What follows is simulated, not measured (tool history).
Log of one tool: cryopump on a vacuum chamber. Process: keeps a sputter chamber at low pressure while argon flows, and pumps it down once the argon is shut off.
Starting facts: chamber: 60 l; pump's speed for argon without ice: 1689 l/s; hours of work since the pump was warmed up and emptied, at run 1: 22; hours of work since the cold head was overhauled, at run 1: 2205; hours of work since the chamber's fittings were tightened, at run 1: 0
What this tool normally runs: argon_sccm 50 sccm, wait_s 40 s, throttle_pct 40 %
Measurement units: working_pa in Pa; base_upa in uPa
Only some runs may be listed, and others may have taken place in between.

run    hour  argon_sccm  wait_s  throttle_pct  hours of work since the pump was warmed up and emptied  hours of work since the cold head was overhauled  hours of work since the chamber's fittings were tightened  working_pa  base_upa
  1       0          50      40            40                                                      22                                              2205                                                          0      0.1269      1.87
  2    68.3          50      40            40                                                      78                                              2262                                                         56      0.1269      1.98
  3   178.2          53      40            40                                                     169                                              2353                                                        147      0.1378      2.22
  4   250.6          53      40            40                                                     229                                              2412                                                        207      0.1379      2.31
  5   318.9          58      40            40                                                     285                                              2469                                                        263      0.1525      2.51
  6   387.8          50      40            40                                                     342                                              2526                                                        320      0.1323      2.65
  7     445          50      40            40                                                     389                                              2573                                                        368      0.1333      2.71
  8   534.6          50      40            40                                                     463                                              2647                                                        442      0.1352      2.96
  9   634.5          50      40            40                                                     546                                              2730                                                        524      0.1365      3.25
 10   743.3          50      40            40                                                     636                                              2820                                                        614      0.1384      3.43
      804.5  -- pump warmed up, emptied and cooled again
 11   840.6          50      40            59                                                      30                                              2896                                                        690      0.0859      3.29
 12   903.1          50      37            40                                                      81                                              2947                                                        742      0.1284      3.62
 13  1003.9          88      37            40                                                     165                                              3031                                                        825      0.2274      3.91
 14  1084.9          50      73            40                                                     232                                              3098                                                        892      0.1311      3.14
 15    1166          50      73            40                                                     299                                              3165                                                        959      0.1315      3.38
 16  1247.1          50      73            16                                                     366                                              3232                                                       1026      0.3202      3.47
     1284.2  -- leaking fittings of the chamber tightened, without venting
 17  1312.9          50      40            40                                                     418                                              3284                                                         24       0.133      1.94
 18  1418.9          50      40            40                                                     506                                              3372                                                        111      0.1359      2.13
 19  1507.2          50      40            40                                                     579                                              3445                                                        184      0.1376      2.35
 20    1604          50      40            40                                                     659                                              3525                                                        264      0.1406      2.62
     1635.9  -- pump warmed up, emptied and cooled again
 21  1701.5          50      40            40                                                      54                                              3601                                                        341      0.1294      2.57
 22  1757.2          39      83            57                                                     100                                              3647                                                        387      0.0716      1.86
 23  1831.9          50      40            22                                                     162                                              3709                                                        448       0.234      2.84
 24  1895.7          62      56            41                                                     215                                              3762                                                        501      0.1598      2.48
 25  2004.7          69     261            18                                                     305                                              3852                                                        591      0.3941      1.83
 26    2081          21     260            47                                                     368                                              3915                                                        654      0.0484      1.93
 27  2147.4          37     129            40                                                     423                                              3969                                                        709      0.0987      2.34
 28  2265.3          44     116            24                                                     520                                              4067                                                        806      0.1952       2.8
 29  2339.6          44     116            24                                                     581                                              4128                                                        868      0.1946      3.02
 30  2413.7          44     116            24                                                     643                                              4189                                                        929      0.1966      3.15
     2469.4  -- pump warmed up, emptied and cooled again
 31  2529.1          44     116            24                                                      49                                              4281                                                       1020       0.187      2.96
     2579.6  -- leaking fittings of the chamber tightened, without venting
 32  2631.6          20     113            24                                                     132                                              4364                                                         43      0.0843      0.88
 33  2712.4          20     113            24                                                     199                                              4430                                                        110       0.085      1.07
 34  2788.8          33      40            32                                                     262                                              4494                                                        173      0.1075       2.3
 35  2855.1          57      38            47                                                     317                                              4548                                                        228      0.1309      2.47

How the hidden state differs across the entries between the runs, from the last listed run before each to the first after it:
Runs 10 to 11: pump warmed up, emptied and cooled again (hour 804.5)
  pump's speed, % of a pump's without ice: 81 -> 99.2; cold plate's temperature, K: 13.65 -> 13.69; leak into the chamber, uPa l/s: 2433 -> 2706
  measured value less the no-hidden-state value, working_pa: +0.0137 -> +0.0022 Pa; base_upa: +1.64 -> +1.48 uPa
Runs 16 to 17: leaking fittings of the chamber tightened, without venting (hour 1284.2)
  pump's speed, % of a pump's without ice: 89.6 -> 88; cold plate's temperature, K: 13.88 -> 13.91; leak into the chamber, uPa l/s: 3855 -> 384
  measured value less the no-hidden-state value, working_pa: +0.008 -> +0.0091 Pa; base_upa: +2.41 -> +0.09 uPa
Runs 20 to 21: pump warmed up, emptied and cooled again (hour 1635.9)
  pump's speed, % of a pump's without ice: 81.1 -> 98; cold plate's temperature, K: 14.05 -> 14.1; leak into the chamber, uPa l/s: 1220 -> 1468
  measured value less the no-hidden-state value, working_pa: +0.0143 -> +0.0033 Pa; base_upa: +0.76 -> +0.73 uPa
Runs 30 to 31: pump warmed up, emptied and cooled again (hour 2469.4)
  pump's speed, % of a pump's without ice: 81.4 -> 98.2; cold plate's temperature, K: 14.45 -> 14.5; leak into the chamber, uPa l/s: 3422 -> 3704
  measured value less the no-hidden-state value, working_pa: +0.0129 -> +0.0032 Pa; base_upa: +2.41 -> +2.19 uPa
Runs 31 to 32: leaking fittings of the chamber tightened, without venting (hour 2579.6)
  pump's speed, % of a pump's without ice: 98.2 -> 95.9; cold plate's temperature, K: 14.5 -> 14.55; leak into the chamber, uPa l/s: 3704 -> 501
  measured value less the no-hidden-state value, working_pa: +0.0032 -> +0.002 Pa; base_upa: +2.19 -> +0.15 uPa
